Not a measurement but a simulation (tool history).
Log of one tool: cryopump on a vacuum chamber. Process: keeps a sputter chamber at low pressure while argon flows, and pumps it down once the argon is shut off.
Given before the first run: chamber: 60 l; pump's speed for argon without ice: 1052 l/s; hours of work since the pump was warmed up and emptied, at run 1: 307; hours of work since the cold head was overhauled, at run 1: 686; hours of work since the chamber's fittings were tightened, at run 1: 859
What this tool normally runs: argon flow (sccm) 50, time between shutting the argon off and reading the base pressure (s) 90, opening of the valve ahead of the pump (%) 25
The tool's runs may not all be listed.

run   hour  argon flow (sccm)  time between shutting the argon off and reading the base pressure (s)  opening of the valve ahead of the pump (%)  hours of work since the pump was warmed up and emptied  hours of work since the cold head was overhauled  hours of work since the chamber's fittings were tightened  pressure while argon flows (Pa)  pressure after the wait (uPa)
  1      0                 50                                                                     90                                          25                                                     307                                               686                                                        859                           0.3377                           2.86
  2   18.8                 55                                                                     90                                          25                                                     323                                               703                                                        875                           0.3741                           3.07
  3   34.5                 50                                                                     90                                          25                                                     337                                               716                                                        889                           0.3398                           3.12
  4   48.5                 50                                                                     90                                          25                                                     349                                               729                                                        901                           0.3409                           3.13
        66  -- pump warmed up, emptied and cooled again
  5   68.4                 50                                                                     90                                          25                                                       2                                               742                                                        914                           0.3236                           2.79
  6   83.9                 50                                                                     26                                          25                                                      16                                               755                                                        927                           0.3241                           6.25
  7  107.4                 63                                                                     26                                          25                                                      36                                               776                                                        948                           0.4114                           5.97
  8  128.2                 63                                                                     26                                          25                                                      54                                               794                                                        966                           0.4102                           6.27
  9  144.9                 63                                                                    129                                          25                                                      69                                               808                                                        980                           0.4092                           2.58
 10  167.4                 50                                                                     90                                          25                                                      88                                               828                                                       1000                           0.3274                           2.86
 11  179.8                 50                                                                    253                                          25                                                      99                                               839                                                       1011                           0.3265                           2.06
 12    192                 50                                                                    253                                          25                                                     110                                               849                                                       1021                           0.3256                           2.14
 13  213.6                 24                                                                     65                                          25                                                     128                                               868                                                       1040                           0.1569                            3.5
 14  233.1                 47                                                                    176                                          23                                                     145                                               885                                                       1057                           0.3351                            2.5
 15  245.9                 83                                                                     39                                          23                                                     157                                               896                                                       1068                           0.5891                           4.75
 16  256.4                 44                                                                     42                                          30                                                     166                                               905                                                       1077                            0.244                           4.71

Predict the results of run 17:
 17   274                 34                                                                     29                                          25                                                     181                                               921                                                       1093                                ?                              ?

pressure while argon flows (Pa): 0.2259
pressure after the wait (uPa): 5.95
If the tool had no hidden condition, the same run with the same run-to-run variation would have returned pressure while argon flows (Pa) 0.2191, pressure after the wait (uPa) 4.43.

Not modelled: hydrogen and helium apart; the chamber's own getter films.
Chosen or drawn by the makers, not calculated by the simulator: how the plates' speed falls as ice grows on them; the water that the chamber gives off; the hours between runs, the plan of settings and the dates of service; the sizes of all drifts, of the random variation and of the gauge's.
